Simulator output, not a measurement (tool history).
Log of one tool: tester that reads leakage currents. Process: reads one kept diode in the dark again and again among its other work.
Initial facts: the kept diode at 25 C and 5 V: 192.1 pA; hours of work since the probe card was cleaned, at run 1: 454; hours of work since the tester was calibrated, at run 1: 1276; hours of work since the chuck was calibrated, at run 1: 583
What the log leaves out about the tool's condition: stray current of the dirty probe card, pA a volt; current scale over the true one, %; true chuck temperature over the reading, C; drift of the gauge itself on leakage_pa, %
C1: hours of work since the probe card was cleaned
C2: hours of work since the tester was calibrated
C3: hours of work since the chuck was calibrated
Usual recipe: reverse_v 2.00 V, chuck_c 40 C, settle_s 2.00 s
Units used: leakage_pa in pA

run 1 hour=0.0 | reverse_v=2.00 chuck_c=40 settle_s=2.00 | C1=454 C2=1276 C3=583 | leakage_pa=368.34
run 2 hour=39.8 | reverse_v=2.00 chuck_c=40 settle_s=2.00 | C1=476 C2=1298 C3=605 | leakage_pa=368.21
run 3 hour=86.3 | reverse_v=2.00 chuck_c=43 settle_s=2.00 | C1=501 C2=1323 C3=630 | leakage_pa=455.79
run 4 hour=134.5 | reverse_v=2.00 chuck_c=40 settle_s=2.00 | C1=527 C2=1350 C3=656 | leakage_pa=372.41
run 5 hour=167.3 | reverse_v=2.00 chuck_c=40 settle_s=3.05 | C1=545 C2=1367 C3=674 | leakage_pa=372.20
run 6 hour=208.8 | reverse_v=2.00 chuck_c=40 settle_s=1.09 | C1=568 C2=1390 C3=696 | leakage_pa=373.56
run 7 hour=253.6 | reverse_v=2.00 chuck_c=40 settle_s=1.09 | C1=592 C2=1414 C3=721 | leakage_pa=373.08
run 8 hour=282.1 | reverse_v=2.00 chuck_c=40 settle_s=7.38 | C1=607 C2=1430 C3=736 | leakage_pa=372.99
run 9 hour=333.7 | reverse_v=2.00 chuck_c=40 settle_s=7.38 | C1=635 C2=1458 C3=764 | leakage_pa=375.01
run 10 hour=376.7 | reverse_v=2.00 chuck_c=40 settle_s=7.38 | C1=659 C2=1481 C3=788 | leakage_pa=378.66
run 11 hour=436.5 | reverse_v=2.00 chuck_c=40 settle_s=7.38 | C1=691 C2=1514 C3=820 | leakage_pa=379.76
-- hour=462.6 chuck's temperature calibrated
run 12 hour=475.0 | reverse_v=2.00 chuck_c=40 settle_s=2.00 | C1=711 C2=1534 C3=7 | leakage_pa=349.26
run 13 hour=504.1 | reverse_v=2.00 chuck_c=40 settle_s=2.00 | C1=727 C2=1550 C3=23 | leakage_pa=350.48
run 14 hour=543.7 | reverse_v=2.00 chuck_c=40 settle_s=2.00 | C1=749 C2=1571 C3=44 | leakage_pa=351.49
run 15 hour=596.0 | reverse_v=2.60 chuck_c=40 settle_s=2.00 | C1=777 C2=1599 C3=73 | leakage_pa=411.13
run 16 hour=649.1 | reverse_v=2.00 chuck_c=40 settle_s=2.00 | C1=806 C2=1628 C3=101 | leakage_pa=353.10
run 17 hour=679.6 | reverse_v=2.00 chuck_c=40 settle_s=2.00 | C1=823 C2=1645 C3=118 | leakage_pa=354.28
run 18 hour=707.4 | reverse_v=2.00 chuck_c=28 settle_s=2.00 | C1=838 C2=1660 C3=133 | leakage_pa=147.81
run 19 hour=759.7 | reverse_v=2.00 chuck_c=28 settle_s=2.00 | C1=866 C2=1689 C3=162 | leakage_pa=148.18
run 20 hour=795.3 | reverse_v=2.00 chuck_c=23 settle_s=2.00 | C1=886 C2=1708 C3=181 | leakage_pa=101.68
run 21 hour=851.0 | reverse_v=8.21 chuck_c=44 settle_s=0.97 | C1=916 C2=1738 C3=211 | leakage_pa=1087.25
run 22 hour=898.8 | reverse_v=9.16 chuck_c=35 settle_s=0.97 | C1=942 C2=1764 C3=237 | leakage_pa=622.38
run 23 hour=924.4 | reverse_v=9.16 chuck_c=35 settle_s=0.97 | C1=956 C2=1778 C3=251 | leakage_pa=623.76
run 24 hour=949.8 | reverse_v=9.16 chuck_c=35 settle_s=0.97 | C1=970 C2=1792 C3=265 | leakage_pa=625.62
run 25 hour=997.6 | reverse_v=1.09 chuck_c=47 settle_s=6.99 | C1=996 C2=1818 C3=291 | leakage_pa=410.62
run 26 hour=1039.9 | reverse_v=1.01 chuck_c=31 settle_s=2.45 | C1=1019 C2=1841 C3=314 | leakage_pa=125.89
run 27 hour=1086.7 | reverse_v=1.01 chuck_c=31 settle_s=2.45 | C1=1044 C2=1866 C3=339 | leakage_pa=126.65
run 28 hour=1116.2 | reverse_v=3.74 chuck_c=35 settle_s=2.47 | C1=1060 C2=1883 C3=356 | leakage_pa=366.95
run 29 hour=1145.6 | reverse_v=2.00 chuck_c=37 settle_s=2.00 | C1=1076 C2=1898 C3=372 | leakage_pa=294.87
run 30 hour=1198.7 | reverse_v=2.00 chuck_c=37 settle_s=2.00 | C1=1105 C2=1927 C3=400 | leakage_pa=295.33
run 31 hour=1245.7 | reverse_v=2.00 chuck_c=37 settle_s=2.00 | C1=1131 C2=1953 C3=426 | leakage_pa=296.48
run 32 hour=1297.6 | reverse_v=2.00 chuck_c=25 settle_s=1.24 | C1=1159 C2=1981 C3=454 | leakage_pa=123.67
run 33 hour=1348.8 | reverse_v=2.18 chuck_c=30 settle_s=5.24 | C1=1187 C2=2009 C3=482 | leakage_pa=188.22
run 34 hour=1376.8 | reverse_v=2.18 chuck_c=30 settle_s=5.24 | C1=1202 C2=2024 C3=497 | leakage_pa=189.04
run 35 hour=1423.5 | reverse_v=13.34 chuck_c=30 settle_s=3.65 | C1=1227 C2=2050 C3=523 | leakage_pa=565.17
run 36 hour=1469.2 | reverse_v=1.21 chuck_c=48 settle_s=2.93 | C1=1252 C2=2074 C3=548 | leakage_pa=476.18
run 37 hour=1500.3 | reverse_v=1.21 chuck_c=43 settle_s=9.09 | C1=1269 C2=2091 C3=565 | leakage_pa=340.44
run 38 hour=1554.6 | reverse_v=3.66 chuck_c=27 settle_s=0.43 | C1=1299 C2=2121 C3=594 | leakage_pa=212.81
-- hour=1574.5 probe card cleaned and baked
run 39 hour=1613.4 | reverse_v=1.51 chuck_c=22 settle_s=8.87 | C1=21 C2=2151 C3=624 | leakage_pa=81.39

Forecast each of these 3 alternatives for the next run:
run A hour=1658.5 | reverse_v=2.00 chuck_c=54 settle_s=0.49 | C1=46 C2=2176 C3=649 | leakage_pa=?
run B hour=1658.5 | reverse_v=1.51 chuck_c=52 settle_s=8.87 | C1=46 C2=2176 C3=649 | leakage_pa=?
run C hour=1658.5 | reverse_v=2.00 chuck_c=24 settle_s=0.60 | C1=46 C2=2176 C3=649 | leakage_pa=?

run=A leakage_pa=954.63
run=B leakage_pa=710.50
run=C leakage_pa=113.59
With no hidden state in the tool, these same runs would have given:
run=A leakage_pa=893.31
run=B leakage_pa=664.33
run=C leakage_pa=104.95

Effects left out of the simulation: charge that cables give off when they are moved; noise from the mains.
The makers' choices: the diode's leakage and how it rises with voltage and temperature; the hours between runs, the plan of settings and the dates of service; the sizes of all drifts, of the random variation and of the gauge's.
